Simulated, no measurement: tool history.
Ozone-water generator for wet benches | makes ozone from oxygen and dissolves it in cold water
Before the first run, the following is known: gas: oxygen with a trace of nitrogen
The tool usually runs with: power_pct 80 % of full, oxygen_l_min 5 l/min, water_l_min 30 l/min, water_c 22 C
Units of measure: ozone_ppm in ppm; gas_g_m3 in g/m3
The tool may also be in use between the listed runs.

run	hour	power_pct	oxygen_l_min	water_l_min	water_c	ozone_ppm	gas_g_m3
1	0	80	5	30	22	14.1	165.2
2	24.4	46	5	30	22	9.9	119.4
3	48.9	46	5	30	22	10.1	119
4	78.5	46	5	30	22	10	120
5	111.2	46	5	30	22	10.1	118.7
6	152	46	5	30	22	10	119.1
7	182.5	46	5	30	22	10	119.6
8	203.8	80	5	30	22	13.8	165.2
9	233.9	80	5	30	22	13.9	165.2
10	275.8	80	5	30	22	14	165.6
11	319.5	80	5	30	22	13.9	166.4
12	357.6	80	5	30	22	13.9	166.3
13	381.7	80	2.52	30	22	10.9	206.4
# hour 395.8: water thermometer calibrated
14	415.9	80	2.52	30	22	10.7	205.5
15	451.1	80	5	30	22	13.8	167.1
16	473.8	80	5	30	22	14	164.7
17	515.7	80	3.18	30	20	11.9	191.5
18	560.9	53	5	20	22	15.2	128.9
19	590	80	5	32	17	14.3	167
20	635.7	67	4.37	41	24	8.7	153.6
21	665.1	67	5.69	41	21	9.7	142.7
22	689	50	4.79	19	21	15.4	126.1
23	733.7	45	4	18	15	15.4	126.7
24	764	80	5	30	16	14.9	163.4
25	800.6	80	5	27	23	14.9	166.3
26	845.7	74	5	30	16	14.3	157.5
27	893.1	74	5	30	16	14.1	155.5
28	922.5	80	3	30	22	11.7	193.5
29	948.6	80	3	30	22	11.6	193.6
30	989	80	5.34	30	27	13.3	158.8
31	1023.1	80	5.34	30	27	13.4	160.4
32	1051.6	80	7.05	30	24	14.8	147.3

Alternative continuations, all from the tool just after run 32; predict every row:
A	1083.6	80	2.81	30	19	?	?
B	1083.6	46	3.68	30	24	?	?
C	1083.6	80	7.05	44	24	?	?

run	ozone_ppm	gas_g_m3
A	11.5	197.7
B	8.9	129.6
C	10.5	146.6
The same runs, with their run-to-run variation unchanged, on a tool lacking any hidden condition would have given:
run	ozone_ppm	gas_g_m3
A	11.9	200.6
B	9.2	130.8
C	11	148.7

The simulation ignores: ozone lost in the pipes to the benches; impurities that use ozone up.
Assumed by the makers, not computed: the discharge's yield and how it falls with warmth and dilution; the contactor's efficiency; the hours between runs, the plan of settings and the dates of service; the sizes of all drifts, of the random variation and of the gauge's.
